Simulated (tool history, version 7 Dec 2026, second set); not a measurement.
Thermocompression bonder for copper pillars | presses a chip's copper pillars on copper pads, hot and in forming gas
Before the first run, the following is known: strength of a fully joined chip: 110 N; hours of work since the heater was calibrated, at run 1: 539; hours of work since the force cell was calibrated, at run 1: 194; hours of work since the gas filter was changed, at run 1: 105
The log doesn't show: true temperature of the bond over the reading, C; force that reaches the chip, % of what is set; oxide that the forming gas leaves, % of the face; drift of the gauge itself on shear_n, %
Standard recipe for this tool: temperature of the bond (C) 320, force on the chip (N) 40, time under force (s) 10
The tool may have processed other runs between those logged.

run	hour	temperature of the bond (C)	force on the chip (N)	time under force (s)	hours of work since the heater was calibrated	hours of work since the force cell was calibrated	hours of work since the gas filter was changed	force that shears a chip off (N)
1	0	320	40	10	539	194	105	61.7
2	4	320	40	10	542	197	108	59.5
3	8	320	40	10	545	200	111	58.6
4	15.5	320	40	10	551	205	116	59.8
5	20.8	320	40	10	554	209	120	61.5
6	27.4	320	40	10	559	214	125	59
7	35.5	320	40	10	565	220	131	59.1
8	42.7	320	33	10	571	225	136	53.1
9	50.8	320	40	10	576	231	142	60.9
10	57.1	320	40	10	581	236	147	59.7
11	61.1	320	40	10	584	239	150	60.9
12	70.1	320	40	10	591	245	156	59.6
13	76	320	40	10	595	250	161	60.8
14	80.7	320	40	10	598	253	164	60.7
15	88.5	320	40	10	604	259	170	59.6
16	96	320	40	27	610	264	175	79.9
17	102.1	320	40	18	614	269	180	72.8
18	110	311	40	10	620	275	185	54.9
19	117.6	311	40	10	625	280	191	56.3
20	124.8	320	40	10	631	286	196	59.8
21	132.6	340	54	14	636	291	202	87.2
22	139.1	317	40	10	641	296	207	58.7
23	143.9	347	26	10	645	299	210	56.5
24	152.8	320	40	15	651	306	217	69.3
25	159.6	320	40	15	656	311	222	67.6
# hour 167.5: heater calibrated with a thermocouple chip
26	169.7	306	24	9	2	317	228	35.2
27	179.1	320	40	17	8	324	235	72.3
28	186.7	342	48	10	14	329	240	79.3
29	193.8	326	48	18	19	335	246	82
30	201.6	326	48	18	25	340	251	83.5
31	208.2	326	48	18	30	345	256	83.4
32	216.2	326	48	18	36	351	262	82.7
33	223.8	326	44	6	41	357	268	58.4
34	231.1	294	53	15	47	362	273	66.6
35	239.4	294	53	15	53	368	279	65.9
36	244.1	320	59	10	56	371	282	78.8
37	250.1	320	28	10	61	376	287	47.4
38	254.7	320	28	10	64	379	290	48.1
39	261.6	297	36	8	69	384	295	41.9
40	270.6	321	36	11	76	391	302	59.2

Results per run with the tool's hidden condition removed, run-to-run variation unchanged:
run	force that shears a chip off (N)
1	62.2
2	60
3	59.2
4	60.4
5	62
6	59.6
7	59.6
8	53.7
9	61.5
10	60.3
11	61.5
12	60.2
13	61.4
14	61.3
15	60.3
16	80.5
17	73.5
18	55.5
19	57
20	60.4
21	87.8
22	59.3
23	57.1
24	70.1
25	68.3
26	35.3
27	72.6
28	79.6
29	82.2
30	83.8
31	83.7
32	83
33	58.6
34	66.9
35	66.2
36	79.2
37	47.7
38	48.3
39	42.1
40	59.5
